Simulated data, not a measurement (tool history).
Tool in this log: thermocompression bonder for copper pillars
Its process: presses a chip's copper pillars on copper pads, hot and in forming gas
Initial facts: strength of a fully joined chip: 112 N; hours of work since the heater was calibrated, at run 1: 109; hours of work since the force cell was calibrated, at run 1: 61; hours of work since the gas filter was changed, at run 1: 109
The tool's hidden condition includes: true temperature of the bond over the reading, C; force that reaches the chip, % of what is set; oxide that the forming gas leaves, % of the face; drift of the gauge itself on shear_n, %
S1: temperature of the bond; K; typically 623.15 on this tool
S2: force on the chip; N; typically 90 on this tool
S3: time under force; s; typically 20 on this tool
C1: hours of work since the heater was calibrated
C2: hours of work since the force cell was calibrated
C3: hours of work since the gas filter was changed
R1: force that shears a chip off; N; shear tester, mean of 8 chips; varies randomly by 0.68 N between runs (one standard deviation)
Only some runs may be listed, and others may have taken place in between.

| run | hour | S1 | S2 | S3 | C1 | C2 | C3 | R1 |
|---|---|---|---|---|---|---|---|---|
| 1 | 0 | 623.15 | 90 | 20 | 109 | 61 | 109 | 60.8 |
| 2 | 9 | 623.15 | 90 | 20 | 113 | 65 | 113 | 61.5 |
| 3 | 18 | 623.15 | 90 | 20 | 118 | 70 | 118 | 62 |
| 4 | 33.1 | 623.15 | 90 | 20 | 125 | 77 | 125 | 60.5 |
| 5 | 43 | 623.15 | 90 | 32 | 129 | 81 | 129 | 70.6 |
| 6 | 54.3 | 623.15 | 90 | 32 | 135 | 87 | 135 | 71 |
| 7 | 61 | 623.15 | 90 | 32 | 138 | 90 | 138 | 71 |
| 8 | 75.1 | 623.15 | 90 | 20 | 145 | 97 | 145 | 60.8 |
| 9 | 86.6 | 623.15 | 90 | 20 | 150 | 102 | 150 | 61.4 |
| 10 | 98.5 | 623.15 | 90 | 20 | 156 | 108 | 156 | 60.6 |
| 11 | 111.7 | 623.15 | 90 | 20 | 162 | 114 | 162 | 60.4 |
| 12 | 120.4 | 623.15 | 90 | 20 | 166 | 118 | 166 | 60.3 |
| 13 | 129.2 | 623.15 | 123 | 20 | 171 | 123 | 171 | 71.8 |
| 14 | 142.5 | 623.15 | 56 | 24 | 177 | 129 | 177 | 49.6 |
| 15 | 152.3 | 623.15 | 113 | 45 | 182 | 134 | 182 | 84.8 |
| 16 | 166.6 | 640.15 | 70 | 27 | 188 | 140 | 188 | 65.4 |
| 17 | 175.8 | 640.15 | 70 | 27 | 193 | 145 | 193 | 65.3 |
| 18 | 183.3 | 640.15 | 70 | 27 | 196 | 148 | 196 | 65.2 |
| 19 | 196.6 | 612.15 | 127 | 27 | 203 | 155 | 203 | 73 |
| 20 | 211.4 | 594.15 | 69 | 32 | 210 | 162 | 210 | 50.7 |
| 21 | 226.3 | 625.15 | 64 | 13 | 217 | 169 | 217 | 42.4 |
| 22 | 233.6 | 625.15 | 64 | 13 | 220 | 172 | 220 | 43.3 |
| 23 | 241.4 | 629.15 | 87 | 58 | 224 | 176 | 224 | 82.2 |
| 24 | 250.9 | 629.15 | 87 | 58 | 229 | 181 | 229 | 82.4 |
| 25 | 264.1 | 623.15 | 73 | 20 | 235 | 187 | 235 | 54.5 |
| 26 | 275.9 | 624.15 | 90 | 53 | 240 | 192 | 240 | 80 |

3 options for the next run, each taken on its own from the tool as it stands now. Forecast them:
| A | 284.1 | 629.15 | 95 | 20 | 244 | 196 | 244 | ? |
| B | 284.1 | 624.15 | 84 | 53 | 244 | 196 | 244 | ? |
| C | 284.1 | 644.15 | 86 | 25 | 244 | 196 | 244 | ? |

| run | R1 |
|---|---|
| A | 64.9 |
| B | 79.9 |
| C | 71.1 |
With the hidden condition removed and each run's random variation left untouched, the same runs would have given:
| run | R1 |
|---|---|
| A | 65.3 |
| B | 80.4 |
| C | 71.6 |

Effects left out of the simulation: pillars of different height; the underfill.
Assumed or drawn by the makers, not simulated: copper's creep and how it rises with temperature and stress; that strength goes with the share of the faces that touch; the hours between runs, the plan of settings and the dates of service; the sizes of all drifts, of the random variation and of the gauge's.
